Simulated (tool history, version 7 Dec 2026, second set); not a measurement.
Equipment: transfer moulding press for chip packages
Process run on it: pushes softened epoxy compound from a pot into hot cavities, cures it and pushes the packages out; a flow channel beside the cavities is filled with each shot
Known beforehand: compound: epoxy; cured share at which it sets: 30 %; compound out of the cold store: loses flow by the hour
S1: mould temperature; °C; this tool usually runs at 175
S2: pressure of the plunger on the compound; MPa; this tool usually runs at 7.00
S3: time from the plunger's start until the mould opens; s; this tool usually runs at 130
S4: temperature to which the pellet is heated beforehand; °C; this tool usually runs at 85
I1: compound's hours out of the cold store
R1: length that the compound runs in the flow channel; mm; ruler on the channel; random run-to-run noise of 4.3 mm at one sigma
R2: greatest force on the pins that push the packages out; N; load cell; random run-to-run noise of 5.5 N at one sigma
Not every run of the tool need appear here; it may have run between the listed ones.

run 1 hour=0.0 | S1=175 S2=7.00 S3=130 S4=85 | I1=33.8 | R1=790 R2=184
-- hour=17.2 cavities cleaned with cleaning compound and waxed
run 2 hour=43.5 | S1=175 S2=7.00 S3=130 S4=85 | I1=20.4 | R1=839 R2=187
run 3 hour=71.6 | S1=177 S2=7.00 S3=130 S4=85 | I1=12.2 | R1=876 R2=181
run 4 hour=93.7 | S1=180 S2=7.00 S3=130 S4=85 | I1=32.0 | R1=783 R2=160
-- hour=128.2 cavities cleaned with cleaning compound and waxed
run 5 hour=141.8 | S1=180 S2=7.00 S3=130 S4=85 | I1=44.5 | R1=734 R2=175
run 6 hour=169.7 | S1=180 S2=7.00 S3=130 S4=85 | I1=12.6 | R1=861 R2=175
run 7 hour=207.5 | S1=175 S2=7.00 S3=130 S4=85 | I1=45.1 | R1=748 R2=185
-- hour=239.6 cavities cleaned with cleaning compound and waxed
run 8 hour=242.0 | S1=174 S2=7.29 S3=130 S4=92 | I1=26.9 | R1=834 R2=198
-- hour=272.4 plunger's sealing rings changed
run 9 hour=272.4 | S1=178 S2=7.00 S3=124 S4=87 | I1=12.7 | R1=861 R2=177
run 10 hour=292.4 | S1=171 S2=7.00 S3=119 S4=87 | I1=21.7 | R1=853 R2=268
run 11 hour=330.9 | S1=175 S2=7.00 S3=113 S4=87 | I1=21.3 | R1=848 R2=245
-- hour=354.3 cavities cleaned with cleaning compound and waxed
run 12 hour=360.6 | S1=175 S2=7.06 S3=130 S4=85 | I1=34.7 | R1=796 R2=197
run 13 hour=393.3 | S1=175 S2=7.06 S3=130 S4=85 | I1=10.4 | R1=891 R2=198
run 14 hour=425.1 | S1=175 S2=7.06 S3=130 S4=85 | I1=29.8 | R1=812 R2=190

Below are 5 alternative next runs, each starting from the tool's condition after run 14. Predict each:
-- hour=467.1 cavities cleaned with cleaning compound and waxed
run A hour=471.7 | S1=175 S2=5.80 S3=130 S4=84 | I1=24.2 | R1=? R2=?
-- hour=467.1 cavities cleaned with cleaning compound and waxed
run B hour=471.7 | S1=168 S2=5.66 S3=130 S4=85 | I1=34.2 | R1=? R2=?
-- hour=467.1 cavities cleaned with cleaning compound and waxed
run C hour=471.7 | S1=173 S2=7.00 S3=140 S4=85 | I1=31.4 | R1=? R2=?
-- hour=467.1 cavities cleaned with cleaning compound and waxed
run D hour=471.7 | S1=175 S2=7.02 S3=130 S4=85 | I1=39.7 | R1=? R2=?
-- hour=467.1 cavities cleaned with cleaning compound and waxed
run E hour=471.7 | S1=175 S2=6.88 S3=151 S4=89 | I1=39.2 | R1=? R2=?

run=A R1=763 R2=198
run=B R1=729 R2=289
run=C R1=807 R2=189
run=D R1=765 R2=195
run=E R1=763 R2=168
Without the tool's hidden state the same runs would have given:
run=A R1=764 R2=198
run=B R1=729 R2=288
run=C R1=807 R2=189
run=D R1=765 R2=195
run=E R1=763 R2=168
